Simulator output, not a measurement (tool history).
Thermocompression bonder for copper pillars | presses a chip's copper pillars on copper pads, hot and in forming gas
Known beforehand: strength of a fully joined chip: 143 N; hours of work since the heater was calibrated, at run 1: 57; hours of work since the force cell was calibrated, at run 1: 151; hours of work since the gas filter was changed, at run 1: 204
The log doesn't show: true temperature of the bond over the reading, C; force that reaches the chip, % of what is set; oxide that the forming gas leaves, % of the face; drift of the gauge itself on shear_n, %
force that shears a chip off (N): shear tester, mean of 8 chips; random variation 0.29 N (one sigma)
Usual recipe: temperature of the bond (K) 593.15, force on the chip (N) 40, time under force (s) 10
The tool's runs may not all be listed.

run	hour	temperature of the bond (K)	force on the chip (N)	time under force (s)	hours of work since the heater was calibrated	hours of work since the force cell was calibrated	hours of work since the gas filter was changed	force that shears a chip off (N)
1	0	593.15	40	10	57	151	204	69.5
# hour 28.8: forming gas filter changed
2	30.8	593.15	40	10	71	165	1	76.4
3	69.6	616.15	40	10	90	184	19	93.5
4	101.2	593.15	40	10	105	198	34	75.6
5	165.2	593.15	40	10	135	229	65	75.6
6	207.6	593.15	40	10	155	249	85	75
7	252.1	593.15	40	10	176	270	106	74
# hour 256.7: force cell calibrated
8	319.6	593.15	40	10	207	30	137	73.2
9	376.9	571.15	25	21	234	57	164	53.7
10	414.6	571.15	25	21	252	75	182	52.9
11	449.3	571.15	25	21	269	91	198	53.3
# hour 490.3: forming gas filter changed
12	515.1	571.15	25	21	300	122	12	58.2

A few steps of force that shears a chip off (N) between consecutive runs. Split each: what settings, incoming material and random variation would produce without the hidden state, and what is left over for the hidden state, along with gauge scatter present in only one of the two compared results (measured, and without hidden state):
Run 1 -> 2: forming gas filter changed. force that shears a chip off (N) +6.9: hidden state +7.1, all else -0.2.
Run 8 -> 9: temperature of the bond (K) 593.15 -> 571.15, force on the chip (N) 40 -> 25, time under force (s) 10 -> 21. force that shears a chip off (N) -19.5: hidden state +0.6, all else -20.1.

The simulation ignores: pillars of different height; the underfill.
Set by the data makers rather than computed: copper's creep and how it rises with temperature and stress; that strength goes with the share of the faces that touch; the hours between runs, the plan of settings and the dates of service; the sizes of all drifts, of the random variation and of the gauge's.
